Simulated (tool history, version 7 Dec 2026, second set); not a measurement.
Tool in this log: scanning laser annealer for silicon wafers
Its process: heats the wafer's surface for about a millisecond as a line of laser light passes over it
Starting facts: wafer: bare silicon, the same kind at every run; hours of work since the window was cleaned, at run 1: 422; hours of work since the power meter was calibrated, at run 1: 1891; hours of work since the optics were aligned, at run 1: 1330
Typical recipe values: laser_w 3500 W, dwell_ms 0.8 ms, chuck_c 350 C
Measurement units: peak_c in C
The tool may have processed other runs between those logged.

| run | hour | laser_w | dwell_ms | chuck_c | hours of work since the window was cleaned | hours of work since the power meter was calibrated | hours of work since the optics were aligned | peak_c |
|---|---|---|---|---|---|---|---|---|
| 1 | 0 | 3500 | 0.8 | 350 | 422 | 1891 | 1330 | 1136 |
| 2 | 94.5 | 3500 | 0.8 | 350 | 488 | 1957 | 1396 | 1127 |
| 3 | 135.9 | 3500 | 0.8 | 350 | 517 | 1986 | 1425 | 1125 |
| 4 | 208.1 | 3500 | 0.8 | 350 | 568 | 2037 | 1475 | 1126 |
| 5 | 253.4 | 3500 | 0.8 | 334 | 599 | 2069 | 1507 | 1104 |
| 6 | 300.7 | 3500 | 0.8 | 334 | 633 | 2102 | 1540 | 1107 |
|  | 381.7 | window over the wafer cleaned |
| 7 | 386.4 | 3353 | 0.8 | 350 | 3 | 2161 | 1599 | 1119 |
|  | 408.9 | optics aligned, line set to its width |
| 8 | 465.7 | 3353 | 0.8 | 350 | 55 | 2213 | 40 | 1122 |
| 9 | 532.9 | 3500 | 0.8 | 333 | 102 | 2260 | 87 | 1140 |
| 10 | 624.6 | 3500 | 0.8 | 333 | 167 | 2324 | 151 | 1136 |
| 11 | 719.7 | 3500 | 0.8 | 333 | 233 | 2391 | 218 | 1134 |
| 12 | 786.9 | 3500 | 0.8 | 333 | 280 | 2438 | 265 | 1128 |
| 13 | 839.4 | 3500 | 0.8 | 371 | 317 | 2474 | 302 | 1165 |
| 14 | 919 | 3500 | 0.8 | 371 | 373 | 2530 | 357 | 1158 |
| 15 | 999.1 | 3500 | 0.8 | 371 | 429 | 2586 | 413 | 1160 |
| 16 | 1076.3 | 3500 | 0.561 | 350 | 483 | 2640 | 468 | 999 |
| 17 | 1155.5 | 3500 | 0.8 | 333 | 539 | 2696 | 523 | 1111 |
| 18 | 1243.1 | 3500 | 0.8 | 333 | 600 | 2757 | 584 | 1112 |
| 19 | 1288.4 | 3500 | 0.8 | 333 | 632 | 2789 | 616 | 1103 |
| 20 | 1349.1 | 3500 | 0.8 | 333 | 674 | 2832 | 659 | 1104 |
|  | 1374.9 | window over the wafer cleaned |
| 21 | 1407.8 | 3500 | 0.8 | 333 | 23 | 2871 | 698 | 1146 |
| 22 | 1495.9 | 3096 | 0.694 | 314 | 85 | 2933 | 760 | 971 |
| 23 | 1554.2 | 3096 | 0.785 | 356 | 126 | 2974 | 801 | 1051 |
| 24 | 1595.2 | 3527 | 0.842 | 343 | 154 | 3003 | 830 | 1177 |
| 25 | 1666.1 | 3478 | 0.625 | 350 | 204 | 3052 | 879 | 1049 |
| 26 | 1735 | 3127 | 0.607 | 350 | 252 | 3100 | 928 | 957 |
| 27 | 1817.1 | 3127 | 0.607 | 350 | 310 | 3158 | 985 | 955 |
| 28 | 1891.3 | 3174 | 0.607 | 355 | 362 | 3210 | 1037 | 967 |
| 29 | 1945.8 | 3704 | 0.8 | 350 | 400 | 3248 | 1075 | 1190 |
| 30 | 2043 | 3500 | 0.611 | 359 | 468 | 3316 | 1143 | 1040 |
| 31 | 2097.4 | 3537 | 0.635 | 385 | 506 | 3354 | 1182 | 1086 |
| 32 | 2193.9 | 3537 | 0.635 | 385 | 574 | 3422 | 1249 | 1081 |
| 33 | 2273.3 | 3789 | 0.841 | 385 | 629 | 3478 | 1305 | 1256 |
| 34 | 2324.8 | 3789 | 0.841 | 385 | 665 | 3514 | 1341 | 1248 |
|  | 2359.8 | window over the wafer cleaned |
| 35 | 2424.5 | 3462 | 0.841 | 376 | 45 | 3582 | 1409 | 1194 |
| 36 | 2504 | 3350 | 0.951 | 376 | 101 | 3638 | 1465 | 1213 |
| 37 | 2546.7 | 3350 | 0.951 | 376 | 131 | 3668 | 1495 | 1209 |

Some steps in peak_c, run to run, broken into two amounts with sign: the step expected even without the hidden condition (settings, incoming material, random variation), and the rest, left for the hidden condition together with whatever gauge scatter is not in both the measured and the hidden-condition-free result:
Hidden state present: light that passes the window, % of a clean one's; laser's true power over the reading, %; width of the line over the set one, %; drift of the gauge itself on peak_c, C.
Run 6 -> 7: laser_w 3500 -> 3353, chuck_c 334 -> 350, window over the wafer cleaned. peak_c +12 C: hidden state +33, all else -21.
Run 20 -> 21: window over the wafer cleaned. peak_c +42 C: hidden state +43, all else -1.
Run 21 -> 22: laser_w 3500 -> 3096, dwell_ms 0.8 -> 0.694, chuck_c 333 -> 314. peak_c -175 C: hidden state -4, all else -171.
Run 28 -> 29: laser_w 3174 -> 3704, dwell_ms 0.607 -> 0.8, chuck_c 355 -> 350. peak_c +223 C: hidden state -9, all else +232.
Run 32 -> 33: laser_w 3537 -> 3789, dwell_ms 0.635 -> 0.841. peak_c +175 C: hidden state -12, all else +187.
Run 34 -> 35: laser_w 3789 -> 3462, chuck_c 385 -> 376, window over the wafer cleaned. peak_c -54 C: hidden state +40, all else -94.

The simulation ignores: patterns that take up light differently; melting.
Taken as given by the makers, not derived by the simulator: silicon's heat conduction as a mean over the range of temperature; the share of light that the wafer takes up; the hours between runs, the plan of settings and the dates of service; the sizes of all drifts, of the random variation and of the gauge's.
